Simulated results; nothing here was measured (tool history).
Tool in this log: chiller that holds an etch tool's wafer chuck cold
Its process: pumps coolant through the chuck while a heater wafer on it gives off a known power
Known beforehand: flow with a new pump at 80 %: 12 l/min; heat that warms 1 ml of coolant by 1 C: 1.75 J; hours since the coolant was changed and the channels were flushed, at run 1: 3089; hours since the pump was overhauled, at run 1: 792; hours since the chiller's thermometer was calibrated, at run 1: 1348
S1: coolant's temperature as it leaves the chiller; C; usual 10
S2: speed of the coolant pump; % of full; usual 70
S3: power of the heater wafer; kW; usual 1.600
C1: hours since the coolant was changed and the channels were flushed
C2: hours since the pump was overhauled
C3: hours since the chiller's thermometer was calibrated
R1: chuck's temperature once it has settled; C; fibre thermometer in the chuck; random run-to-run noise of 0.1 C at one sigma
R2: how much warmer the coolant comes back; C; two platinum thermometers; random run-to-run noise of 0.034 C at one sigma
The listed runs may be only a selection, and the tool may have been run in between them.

{"run": 1, "hour": 0.0, "S1": 10, "S2": 70, "S3": 1.6, "C1": 3089, "C2": 792, "C3": 1348, "R1": 23.1, "R2": 5.24}
{"run": 2, "hour": 22.7, "S1": 10, "S2": 70, "S3": 1.6, "C1": 3112, "C2": 815, "C3": 1371, "R1": 23.2, "R2": 5.29}
{"run": 3, "hour": 59.2, "S1": 16, "S2": 70, "S3": 1.6, "C1": 3148, "C2": 852, "C3": 1407, "R1": 29.0, "R2": 5.33}
{"run": 4, "hour": 94.1, "S1": 10, "S2": 70, "S3": 1.6, "C1": 3183, "C2": 886, "C3": 1442, "R1": 23.2, "R2": 5.37}
{"run": 5, "hour": 131.5, "S1": 10, "S2": 68, "S3": 1.6, "C1": 3220, "C2": 924, "C3": 1479, "R1": 23.4, "R2": 5.61}
{"run": 6, "hour": 167.5, "S1": 10, "S2": 68, "S3": 1.452, "C1": 3256, "C2": 960, "C3": 1515, "R1": 22.1, "R2": 5.07}
{"run": 7, "hour": 199.8, "S1": 10, "S2": 68, "S3": 1.452, "C1": 3289, "C2": 992, "C3": 1548, "R1": 22.1, "R2": 5.19}
{"run": 8, "hour": 238.8, "S1": 10, "S2": 70, "S3": 1.6, "C1": 3328, "C2": 1031, "C3": 1587, "R1": 23.1, "R2": 5.5}
{"run": 9, "hour": 279.4, "S1": 10, "S2": 70, "S3": 1.6, "C1": 3368, "C2": 1072, "C3": 1627, "R1": 23.1, "R2": 5.47}
{"run": 10, "hour": 313.8, "S1": 10, "S2": 70, "S3": 1.6, "C1": 3403, "C2": 1106, "C3": 1662, "R1": 23.1, "R2": 5.57}
{"run": 11, "hour": 336.2, "S1": 10, "S2": 70, "S3": 1.6, "C1": 3425, "C2": 1129, "C3": 1684, "R1": 23.1, "R2": 5.59}
{"run": 12, "hour": 368.8, "S1": 10, "S2": 70, "S3": 1.6, "C1": 3458, "C2": 1161, "C3": 1717, "R1": 23.3, "R2": 5.6}
{"hour": 377.1, "done": "gauge calibrated"}
{"run": 13, "hour": 396.3, "S1": 10, "S2": 70, "S3": 1.6, "C1": 3485, "C2": 1189, "C3": 1744, "R1": 23.2, "R2": 5.29}
{"run": 14, "hour": 423.5, "S1": 10, "S2": 70, "S3": 1.6, "C1": 3512, "C2": 1216, "C3": 1771, "R1": 23.2, "R2": 5.36}
{"run": 15, "hour": 460.0, "S1": 10, "S2": 70, "S3": 1.6, "C1": 3549, "C2": 1252, "C3": 1808, "R1": 23.0, "R2": 5.33}

Forecast run 16:
{"run": 16, "hour": 499.9, "S1": 1, "S2": 70, "S3": 1.6, "C1": 3589, "C2": 1292, "C3": 1848, "R1": "?", "R2": "?"}

Run 16 came out at R1 14.3 C, R2 5.32 C.
Minus the tool's unlogged condition, the same run would have read R1 14.3 C, R2 5.21 C.
